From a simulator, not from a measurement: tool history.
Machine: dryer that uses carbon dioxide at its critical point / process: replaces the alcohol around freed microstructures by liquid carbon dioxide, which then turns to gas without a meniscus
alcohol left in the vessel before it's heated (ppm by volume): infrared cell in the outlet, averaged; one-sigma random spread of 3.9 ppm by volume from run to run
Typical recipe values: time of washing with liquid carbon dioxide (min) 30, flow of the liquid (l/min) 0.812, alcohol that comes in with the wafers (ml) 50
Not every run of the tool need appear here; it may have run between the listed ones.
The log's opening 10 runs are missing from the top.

| run | hour | time of washing with liquid carbon dioxide (min) | flow of the liquid (l/min) | alcohol that comes in with the wafers (ml) | alcohol left in the vessel before it's heated (ppm by volume) |
|---|---|---|---|---|---|
| 11 | 68.6 | 30 | 0.812 | 50 | 94 |
| 12 | 75.8 | 37 | 0.812 | 50 | 30 |
| 13 | 83 | 37 | 0.812 | 50 | 33 |
| 14 | 87.9 | 37 | 0.812 | 50 | 38 |
| 15 | 97.4 | 37 | 0.812 | 50 | 39 |
| 16 | 103.7 | 30 | 0.812 | 27 | 56 |
| 17 | 111.3 | 30 | 0.812 | 27 | 53 |
| 18 | 116.2 | 30 | 0.812 | 27 | 61 |
| 19 | 121.6 | 41 | 1.085 | 31 | 10 |
| 20 | 131.4 | 41 | 1.085 | 31 | 15 |
| 21 | 139.3 | 41 | 1.085 | 31 | 17 |
| 22 | 143.6 | 41 | 1.085 | 31 | 13 |
| 23 | 150 | 48 | 0.812 | 86 | 20 |
| 24 | 158.4 | 25 | 0.589 | 31 | 412 |
| 25 | 165 | 30 | 0.812 | 25 | 58 |
| 26 | 173.2 | 30 | 0.788 | 50 | 120 |
| 27 | 180.3 | 30 | 0.695 | 50 | 196 |
| 28 | 186.5 | 30 | 0.695 | 50 | 187 |
| 29 | 193.4 | 26 | 1.312 | 50 | 21 |
| 30 | 197.8 | 47 | 0.523 | 44 | 91 |
| 31 | 205.3 | 47 | 0.894 | 44 | 19 |
| 32 | 212.1 | 30 | 0.547 | 70 | 636 |
| 33 | 219.4 | 30 | 1.009 | 41 | 37 |
| 34 | 226 | 30 | 1.009 | 41 | 31 |
| 35 | 232.5 | 30 | 1.009 | 41 | 36 |

Below are 3 alternative next runs, each starting from the tool's condition after run 35. Predict each:
| A | 241.5 | 25 | 0.812 | 50 | ? |
| B | 241.5 | 30 | 1.009 | 94 | ? |
| C | 241.5 | 30 | 0.812 | 73 | ? |

| run | alcohol left in the vessel before it's heated (ppm by volume) |
|---|---|
| A | 218 |
| B | 55 |
| C | 149 |
Take away the tool's hidden state, keep each run's random variation, and the runs would have read:
| run | alcohol left in the vessel before it's heated (ppm by volume) |
|---|---|
| A | 174 |
| B | 33 |
| C | 112 |
